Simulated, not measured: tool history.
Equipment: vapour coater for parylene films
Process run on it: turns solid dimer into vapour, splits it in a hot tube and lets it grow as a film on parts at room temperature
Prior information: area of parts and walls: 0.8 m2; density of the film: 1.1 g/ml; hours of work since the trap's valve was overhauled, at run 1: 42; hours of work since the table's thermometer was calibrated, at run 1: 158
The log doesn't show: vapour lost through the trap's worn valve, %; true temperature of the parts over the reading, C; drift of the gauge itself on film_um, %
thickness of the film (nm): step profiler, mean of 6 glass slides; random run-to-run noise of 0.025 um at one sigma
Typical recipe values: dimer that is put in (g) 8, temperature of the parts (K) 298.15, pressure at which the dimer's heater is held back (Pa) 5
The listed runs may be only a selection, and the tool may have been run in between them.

run,day,dimer that is put in (g),temperature of the parts (K),pressure at which the dimer's heater is held back (Pa),hours of work since the trap's valve was overhauled,hours of work since the table's thermometer was calibrated,thickness of the film (nm)
1,0,8,298.15,5,42,158,4580
2,0.658,8,298.15,5,53,169,4570
3,1.171,8,298.15,5,61,177,4550
4,1.771,8,298.15,5,71,186,4570
5,2.204,8,298.15,5,78,193,4550
6,3.138,8,298.15,5,92,208,4520
7,3.729,8,298.15,5,102,218,4590
8,4.538,8,298.15,5,115,230,4490
9,5.058,8,298.15,5,123,239,4530
10,5.821,8,298.15,5,135,251,4490
11,6.892,8,298.15,5,152,268,4490
12,7.412,8,298.15,5,161,276,4530
13,8.238,8,298.15,5,174,290,4510
14,9.288,8,298.15,5,191,306,4530
15,10.208,12,298.15,5,205,321,6750
16,11.2,12,298.15,5,221,337,6690
17,11.675,12,298.15,5,229,345,6710
18,12.562,8,298.15,5,243,359,4460
19,13.496,8,298.15,5,258,374,4510
20,14.038,8,298.15,5,267,382,4430
21,15.075,5,298.15,5,283,399,2800
22,15.512,5,298.15,5,290,406,2780
23,16.312,5,298.15,5,303,419,2830
24,17.3,5,298.15,5,319,434,2750
25,17.904,7,309.15,6.7,328,444,2210
26,18.508,9,309.15,2.75,338,454,3560
27,19.433,6,304.15,2.11,353,469,3120
28,19.958,9,302.15,2.11,361,477,5150
# day 20.2: gauge calibrated
29,20.912,9,302.15,2.11,376,492,5320
30,21.621,9,302.15,2.11,388,504,5340
31,22.321,7,302.15,3.79,399,515,3540
32,22.992,7,296.15,3.79,410,525,4620
33,23.742,13,293.15,2.28,422,537,11150
34,24.192,8,290.15,2.46,429,545,7770
35,25.208,8,290.15,2.46,445,561,7710
36,26.158,8,296.15,2.2,460,576,6080
37,26.733,4,293.15,2.2,469,585,3480
38,27.654,6,296.15,4.12,484,600,3890
# day 28.5: trap's valve overhauled
39,28.846,10,305.15,3.59,6,616,4450
40,29.788,10,305.15,3.59,21,631,4420
41,30.8,10,305.15,3.59,37,648,4480
42,31.717,5,300.15,5,51,662,2570
43,32.458,5,300.15,5,63,674,2570
44,32.892,5,296.15,10.16,70,681,2570
45,33.738,4,295.15,4.63,84,694,2620
46,34.412,12,302.15,5,94,705,5610
47,35.271,8,296.15,3.41,108,719,5350

Each run again, without the hidden state but with its own random variation kept:
run,thickness of the film (nm)
1,4580
2,4580
3,4560
4,4580
5,4570
6,4540
7,4620
8,4520
9,4570
10,4540
11,4540
12,4580
13,4570
14,4600
15,6850
16,6810
17,6830
18,4550
19,4600
20,4530
21,2860
22,2850
23,2900
24,2830
25,2280
26,3660
27,3210
28,5310
29,5330
30,5360
31,3560
32,4650
33,11220
34,7820
35,7780
36,6150
37,3520
38,3940
39,4510
40,4490
41,4550
42,2610
43,2620
44,2620
45,2670
46,5730
47,5480
